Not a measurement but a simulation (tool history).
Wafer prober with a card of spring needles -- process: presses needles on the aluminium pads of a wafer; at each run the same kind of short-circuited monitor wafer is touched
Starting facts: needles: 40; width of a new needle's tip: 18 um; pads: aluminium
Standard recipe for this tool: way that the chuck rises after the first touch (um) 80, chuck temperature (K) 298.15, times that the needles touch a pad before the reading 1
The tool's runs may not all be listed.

run,hour,way that the chuck rises after the first touch (um),chuck temperature (K),times that the needles touch a pad before the reading,resistance of one needle with its contact and lead (mohm),way that a needle slides on the pad (um)
1,0,80,298.15,1,109,11.62
# hour 1: tips cleaned on abrasive film
# hour 5.5: tips cleaned on abrasive film
# hour 10: tips cleaned on abrasive film
# hour 13.6: tips cleaned on abrasive film
# hour 18.1: tips cleaned on abrasive film
# hour 22.6: tips cleaned on abrasive film
# hour 27.1: tips cleaned on abrasive film
# hour 31.6: tips cleaned on abrasive film
# hour 36.1: tips cleaned on abrasive film
# hour 40.6: tips cleaned on abrasive film
# hour 44.2: tips cleaned on abrasive film
# hour 48.7: tips cleaned on abrasive film
# hour 53.2: tips cleaned on abrasive film
# hour 57.8: tips cleaned on abrasive film
2,59.7,80,298.15,1,109,11.67
# hour 61.5: tips cleaned on abrasive film
# hour 66: tips cleaned on abrasive film
# hour 69.7: tips cleaned on abrasive film
# hour 74.2: tips cleaned on abrasive film
# hour 78.7: tips cleaned on abrasive film
# hour 83.2: tips cleaned on abrasive film
# hour 87.7: tips cleaned on abrasive film
# hour 92.2: tips cleaned on abrasive film
# hour 96.7: tips cleaned on abrasive film
# hour 101.2: tips cleaned on abrasive film
3,103.1,80,298.15,1,109,11.64
# hour 104.9: tips cleaned on abrasive film
# hour 108.5: tips cleaned on abrasive film
# hour 113: tips cleaned on abrasive film
# hour 117.5: tips cleaned on abrasive film
# hour 121.2: tips cleaned on abrasive film
# hour 125.7: tips cleaned on abrasive film
# hour 130.2: tips cleaned on abrasive film
# hour 134.7: tips cleaned on abrasive film
# hour 138.3: tips cleaned on abrasive film
4,139.3,80,298.15,1,113,11.78
# hour 142.1: tips cleaned on abrasive film
# hour 145.7: tips cleaned on abrasive film
# hour 150.2: tips cleaned on abrasive film
# hour 153.8: tips cleaned on abrasive film
# hour 157.4: tips cleaned on abrasive film
# hour 161.9: tips cleaned on abrasive film
# hour 165.6: tips cleaned on abrasive film
# hour 169.2: tips cleaned on abrasive film
# hour 173.7: tips cleaned on abrasive film
# hour 178.2: tips cleaned on abrasive film
# hour 182.7: tips cleaned on abrasive film
# hour 186.3: tips cleaned on abrasive film
# hour 190.8: tips cleaned on abrasive film
# hour 195.3: tips cleaned on abrasive film
# hour 198.9: tips cleaned on abrasive film
# hour 203.5: tips cleaned on abrasive film
# hour 208: tips cleaned on abrasive film
# hour 212.5: tips cleaned on abrasive film
# hour 216.1: tips cleaned on abrasive film
5,216.6,80,298.15,1,107,11.71
# hour 220.2: tips cleaned on abrasive film
# hour 223.8: tips cleaned on abrasive film
# hour 228.3: tips cleaned on abrasive film
# hour 232.8: tips cleaned on abrasive film
# hour 237.3: tips cleaned on abrasive film
# hour 241.8: tips cleaned on abrasive film
# hour 245.5: tips cleaned on abrasive film
# hour 250: tips cleaned on abrasive film
# hour 254.5: tips cleaned on abrasive film
# hour 258.1: tips cleaned on abrasive film
# hour 262.6: tips cleaned on abrasive film
# hour 267.1: tips cleaned on abrasive film
# hour 270.7: tips cleaned on abrasive film
# hour 275.2: tips cleaned on abrasive film
# hour 279.7: tips cleaned on abrasive film
# hour 284.2: tips cleaned on abrasive film
# hour 288.7: tips cleaned on abrasive film
6,291.9,80,298.15,1,109,11.69
# hour 292.9: tips cleaned on abrasive film
# hour 296.5: tips cleaned on abrasive film
# hour 301: tips cleaned on abrasive film
# hour 305.5: tips cleaned on abrasive film
# hour 310: tips cleaned on abrasive film
# hour 311.2: height of the first contact set anew
# hour 313.9: tips cleaned on abrasive film
# hour 318.4: tips cleaned on abrasive film
# hour 322.1: tips cleaned on abrasive film
# hour 326.6: tips cleaned on abrasive film
# hour 331.1: tips cleaned on abrasive film
# hour 334.7: tips cleaned on abrasive film
# hour 339.2: tips cleaned on abrasive film
# hour 342.8: tips cleaned on abrasive film
7,343.9,80,298.15,1,108,11.71
# hour 346.6: tips cleaned on abrasive film
# hour 351.1: tips cleaned on abrasive film
# hour 355.6: tips cleaned on abrasive film
# hour 360.1: tips cleaned on abrasive film
# hour 364.6: tips cleaned on abrasive film
# hour 368.3: tips cleaned on abrasive film
# hour 371.9: tips cleaned on abrasive film
# hour 376.4: tips cleaned on abrasive film
# hour 380.9: tips cleaned on abrasive film
# hour 385.4: tips cleaned on abrasive film
8,388.8,80,298.15,1,110,11.8
# hour 389.7: tips cleaned on abrasive film
# hour 394.2: tips cleaned on abrasive film
# hour 398.7: tips cleaned on abrasive film
# hour 403.2: tips cleaned on abrasive film
# hour 407.7: tips cleaned on abrasive film
# hour 412.3: tips cleaned on abrasive film
# hour 416.8: tips cleaned on abrasive film
# hour 421.3: tips cleaned on abrasive film
# hour 425.8: tips cleaned on abrasive film
# hour 430.3: tips cleaned on abrasive film
# hour 433.9: tips cleaned on abrasive film
# hour 438.4: tips cleaned on abrasive film
# hour 442.9: tips cleaned on abrasive film
# hour 447.4: tips cleaned on abrasive film
9,448,80,393.15,2,123,11.68
# hour 451.7: tips cleaned on abrasive film
# hour 455.3: tips cleaned on abrasive film
# hour 459.8: tips cleaned on abrasive film
# hour 464.3: tips cleaned on abrasive film
# hour 468.8: tips cleaned on abrasive film
# hour 472.4: tips cleaned on abrasive film
# hour 476.9: tips cleaned on abrasive film
# hour 481.4: tips cleaned on abrasive film
# hour 485.9: tips cleaned on abrasive film
# hour 490.4: tips cleaned on abrasive film
10,492.4,67,338.15,3,117,9.84
# hour 494.2: tips cleaned on abrasive film
# hour 497.8: tips cleaned on abrasive film
# hour 501.5: tips cleaned on abrasive film
# hour 506: tips cleaned on abrasive film
# hour 509.6: tips cleaned on abrasive film
# hour 513.2: tips cleaned on abrasive film
# hour 517.7: tips cleaned on abrasive film
# hour 522.2: tips cleaned on abrasive film
# hour 526.7: tips cleaned on abrasive film
# hour 530.3: tips cleaned on abrasive film
11,532.4,67,338.15,3,118,9.76
# hour 534.2: tips cleaned on abrasive film
# hour 538.7: tips cleaned on abrasive film
# hour 543.2: tips cleaned on abrasive film
# hour 547.7: tips cleaned on abrasive film
# hour 552.2: tips cleaned on abrasive film
# hour 556.8: tips cleaned on abrasive film
# hour 561.3: tips cleaned on abrasive film
# hour 565.8: tips cleaned on abrasive film
# hour 570.3: tips cleaned on abrasive film
# hour 574.8: tips cleaned on abrasive film
# hour 579.3: tips cleaned on abrasive film
12,582.5,96,301.15,1,109,14.18
# hour 583.5: tips cleaned on abrasive film
# hour 587.1: tips cleaned on abrasive film
# hour 591.6: tips cleaned on abrasive film
# hour 596.1: tips cleaned on abrasive film
# hour 600.6: tips cleaned on abrasive film
# hour 604.2: tips cleaned on abrasive film
# hour 608.7: tips cleaned on abrasive film
# hour 612.3: tips cleaned on abrasive film
# hour 616: tips cleaned on abrasive film
# hour 620.5: tips cleaned on abrasive film
# hour 624.1: tips cleaned on abrasive film
# hour 628.6: tips cleaned on abrasive film
13,632,62,317.15,2,114,9.14
# hour 633: tips cleaned on abrasive film
# hour 637.5: tips cleaned on abrasive film
# hour 642: tips cleaned on abrasive film
# hour 646.5: tips cleaned on abrasive film
# hour 651: tips cleaned on abrasive film
# hour 655.5: tips cleaned on abrasive film
# hour 660: tips cleaned on abrasive film
# hour 663.6: tips cleaned on abrasive film
# hour 668.1: tips cleaned on abrasive film
# hour 672.6: tips cleaned on abrasive film
# hour 677.1: tips cleaned on abrasive film
# hour 681.7: tips cleaned on abrasive film
# hour 686.2: tips cleaned on abrasive film
# hour 690.7: tips cleaned on abrasive film
# hour 693.6: height of the first contact set anew
# hour 695.5: tips cleaned on abrasive film
# hour 700: tips cleaned on abrasive film
# hour 704.5: tips cleaned on abrasive film
# hour 709: tips cleaned on abrasive film
14,710.5,62,317.15,2,116,9.13
# hour 713.3: tips cleaned on abrasive film
# hour 717.8: tips cleaned on abrasive film
# hour 722.3: tips cleaned on abrasive film
# hour 725.9: tips cleaned on abrasive film
# hour 730.4: tips cleaned on abrasive film
# hour 734.9: tips cleaned on abrasive film
# hour 739.4: tips cleaned on abrasive film
# hour 743: tips cleaned on abrasive film
# hour 747.5: tips cleaned on abrasive film
# hour 751.2: tips cleaned on abrasive film
# hour 755.7: tips cleaned on abrasive film
# hour 760.2: tips cleaned on abrasive film
# hour 764.7: tips cleaned on abrasive film
15,765.8,85,301.15,2,108,12.47
# hour 768.5: tips cleaned on abrasive film
# hour 772.1: tips cleaned on abrasive film
# hour 775.8: tips cleaned on abrasive film
# hour 780.3: tips cleaned on abrasive film
# hour 784.8: tips cleaned on abrasive film
# hour 789.3: tips cleaned on abrasive film
# hour 793.8: tips cleaned on abrasive film
# hour 797.4: tips cleaned on abrasive film
# hour 801.9: tips cleaned on abrasive film
# hour 806.4: tips cleaned on abrasive film
# hour 810.9: tips cleaned on abrasive film
# hour 815.4: tips cleaned on abrasive film
# hour 819.9: tips cleaned on abrasive film
# hour 823.5: tips cleaned on abrasive film
16,825.1,64,301.15,1,113,9.35

What if the next run were any one of these 3? Each begins from the tool's condition after run 16:
# hour 827.8: tips cleaned on abrasive film
# hour 832.3: tips cleaned on abrasive film
# hour 836.8: tips cleaned on abrasive film
# hour 841.3: tips cleaned on abrasive film
# hour 845.8: tips cleaned on abrasive film
# hour 850.3: tips cleaned on abrasive film
# hour 854.9: tips cleaned on abrasive film
# hour 859.4: tips cleaned on abrasive film
# hour 863.9: tips cleaned on abrasive film
# hour 868.4: tips cleaned on abrasive film
# hour 872.9: tips cleaned on abrasive film
# hour 876.5: tips cleaned on abrasive film
# hour 881: tips cleaned on abrasive film
# hour 885.5: tips cleaned on abrasive film
A,887.1,77,308.15,3,?,?
# hour 827.8: tips cleaned on abrasive film
# hour 832.3: tips cleaned on abrasive film
# hour 836.8: tips cleaned on abrasive film
# hour 841.3: tips cleaned on abrasive film
# hour 845.8: tips cleaned on abrasive film
# hour 850.3: tips cleaned on abrasive film
# hour 854.9: tips cleaned on abrasive film
# hour 859.4: tips cleaned on abrasive film
# hour 863.9: tips cleaned on abrasive film
# hour 868.4: tips cleaned on abrasive film
# hour 872.9: tips cleaned on abrasive film
# hour 876.5: tips cleaned on abrasive film
# hour 881: tips cleaned on abrasive film
# hour 885.5: tips cleaned on abrasive film
B,887.1,77,301.15,1,?,?
# hour 827.8: tips cleaned on abrasive film
# hour 832.3: tips cleaned on abrasive film
# hour 836.8: tips cleaned on abrasive film
# hour 841.3: tips cleaned on abrasive film
# hour 845.8: tips cleaned on abrasive film
# hour 850.3: tips cleaned on abrasive film
# hour 854.9: tips cleaned on abrasive film
# hour 859.4: tips cleaned on abrasive film
# hour 863.9: tips cleaned on abrasive film
# hour 868.4: tips cleaned on abrasive film
# hour 872.9: tips cleaned on abrasive film
# hour 876.5: tips cleaned on abrasive film
# hour 881: tips cleaned on abrasive film
# hour 885.5: tips cleaned on abrasive film
C,887.1,64,372.15,1,?,?

run,resistance of one needle with its contact and lead (mohm),way that a needle slides on the pad (um)
A,111,11.22
B,111,11.32
C,122,9.45
Without the tool's unlogged condition, the same runs would have read:
run,resistance of one needle with its contact and lead (mohm),way that a needle slides on the pad (um)
A,111,11.23
B,111,11.33
C,122,9.46

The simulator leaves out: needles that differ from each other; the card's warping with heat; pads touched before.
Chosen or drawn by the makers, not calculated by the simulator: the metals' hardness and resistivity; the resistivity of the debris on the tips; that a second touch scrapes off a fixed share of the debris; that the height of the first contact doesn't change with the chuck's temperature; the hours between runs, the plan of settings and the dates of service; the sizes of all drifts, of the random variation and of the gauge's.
